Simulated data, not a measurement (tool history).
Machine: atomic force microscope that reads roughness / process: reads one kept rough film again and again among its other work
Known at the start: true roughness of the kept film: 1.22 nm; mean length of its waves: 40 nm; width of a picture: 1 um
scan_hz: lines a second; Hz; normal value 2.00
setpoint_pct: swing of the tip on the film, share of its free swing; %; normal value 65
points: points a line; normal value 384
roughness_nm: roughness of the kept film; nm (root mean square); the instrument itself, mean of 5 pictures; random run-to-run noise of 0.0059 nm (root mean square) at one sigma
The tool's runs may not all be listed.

Run 1, hour 0.0: usual settings. Result: roughness_nm 1.092 nm (root mean square).
Run 2, hour 36.0: usual settings. Result: roughness_nm 1.081 nm (root mean square).
Run 3, hour 55.1: usual settings. Result: roughness_nm 1.087 nm (root mean square).
Run 4, hour 74.0: usual settings but scan_hz 0.85 Hz. Result: roughness_nm 1.116 nm (root mean square).
At hour 84.2: new tip fitted.
Run 5, hour 103.3: usual settings but scan_hz 0.85 Hz. Result: roughness_nm 1.152 nm (root mean square).
Run 6, hour 124.2: usual settings but scan_hz 0.85 Hz. Result: roughness_nm 1.140 nm (root mean square).
Run 7, hour 142.6: usual settings. Result: roughness_nm 1.110 nm (root mean square).
Run 8, hour 162.3: usual settings. Result: roughness_nm 1.102 nm (root mean square).
Run 9, hour 196.8: usual settings but setpoint_pct 70 %. Result: roughness_nm 1.075 nm (root mean square).
Run 10, hour 236.0: usual settings but setpoint_pct 70 %. Result: roughness_nm 1.075 nm (root mean square).
At hour 264.8: new tip fitted.
Run 11, hour 272.4: usual settings but setpoint_pct 70 %. Result: roughness_nm 1.119 nm (root mean square).
Run 12, hour 294.5: usual settings. Result: roughness_nm 1.128 nm (root mean square).
Run 13, hour 338.2: usual settings. Result: roughness_nm 1.108 nm (root mean square).
Run 14, hour 366.3: usual settings. Result: roughness_nm 1.093 nm (root mean square).
Run 15, hour 392.7: usual settings but setpoint_pct 82 %. Result: roughness_nm 1.018 nm (root mean square).
Run 16, hour 432.8: usual settings. Result: roughness_nm 1.083 nm (root mean square).
At hour 446.4: new tip fitted.
Run 17, hour 471.2: usual settings. Result: roughness_nm 1.130 nm (root mean square).
Run 18, hour 497.1: usual settings. Result: roughness_nm 1.125 nm (root mean square).
Run 19, hour 520.1: usual settings. Result: roughness_nm 1.111 nm (root mean square).
Run 20, hour 546.6: usual settings but scan_hz 2.15 Hz. Result: roughness_nm 1.100 nm (root mean square).
Run 21, hour 564.8: usual settings but scan_hz 2.15 Hz. Result: roughness_nm 1.093 nm (root mean square).
Run 22, hour 607.7: usual settings but scan_hz 2.15 Hz. Result: roughness_nm 1.094 nm (root mean square).
At hour 628.5: new tip fitted.
Run 23, hour 631.8: usual settings but scan_hz 2.29 Hz, setpoint_pct 89 %, points 590. Result: roughness_nm 1.001 nm (root mean square).
Run 24, hour 655.1: usual settings but scan_hz 1.29 Hz, setpoint_pct 87 %, points 485. Result: roughness_nm 1.085 nm (root mean square).
Run 25, hour 697.2: usual settings but scan_hz 1.29 Hz, setpoint_pct 81 %, points 867. Result: roughness_nm 1.102 nm (root mean square).
Run 26, hour 728.2: usual settings but scan_hz 3.08 Hz, setpoint_pct 81 %, points 867. Result: roughness_nm 0.977 nm (root mean square).
Run 27, hour 746.6: usual settings but scan_hz 1.24 Hz, setpoint_pct 81 %, points 843. Result: roughness_nm 1.080 nm (root mean square).
At hour 750.0: height scale calibrated on a step standard.
Run 28, hour 767.9: usual settings but setpoint_pct 72 %, points 480. Result: roughness_nm 1.068 nm (root mean square).
Run 29, hour 791.8: usual settings. Result: roughness_nm 1.099 nm (root mean square).
At hour 812.0: new tip fitted.
Run 30, hour 829.6: usual settings. Result: roughness_nm 1.130 nm (root mean square).
Run 31, hour 856.8: usual settings but scan_hz 1.84 Hz, setpoint_pct 88 %. Result: roughness_nm 1.032 nm (root mean square).
Run 32, hour 879.6: usual settings but scan_hz 1.30 Hz. Result: roughness_nm 1.137 nm (root mean square).
Run 33, hour 908.5: usual settings but scan_hz 1.30 Hz, points 466. Result: roughness_nm 1.138 nm (root mean square).
At hour 931.6: height scale calibrated on a step standard, once more.
Run 34, hour 932.7: usual settings but scan_hz 0.94 Hz, setpoint_pct 77 %, points 326. Result: roughness_nm 1.089 nm (root mean square).
Run 35, hour 964.6: usual settings. Result: roughness_nm 1.090 nm (root mean square).
At hour 993.0: new tip fitted.
Run 36, hour 1007.4: usual settings but scan_hz 1.75 Hz, setpoint_pct 71 %, points 461. Result: roughness_nm 1.103 nm (root mean square).

What will run 37 give?
Run 37, hour 1029.9: usual settings but scan_hz 1.75 Hz, setpoint_pct 72 %, points 461. Result: roughness_nm ?.

{"run 37": {"roughness_nm": 1.087}}
The same run, on a tool lacking any hidden state, would have yielded roughness_nm 1.099 nm (root mean square).
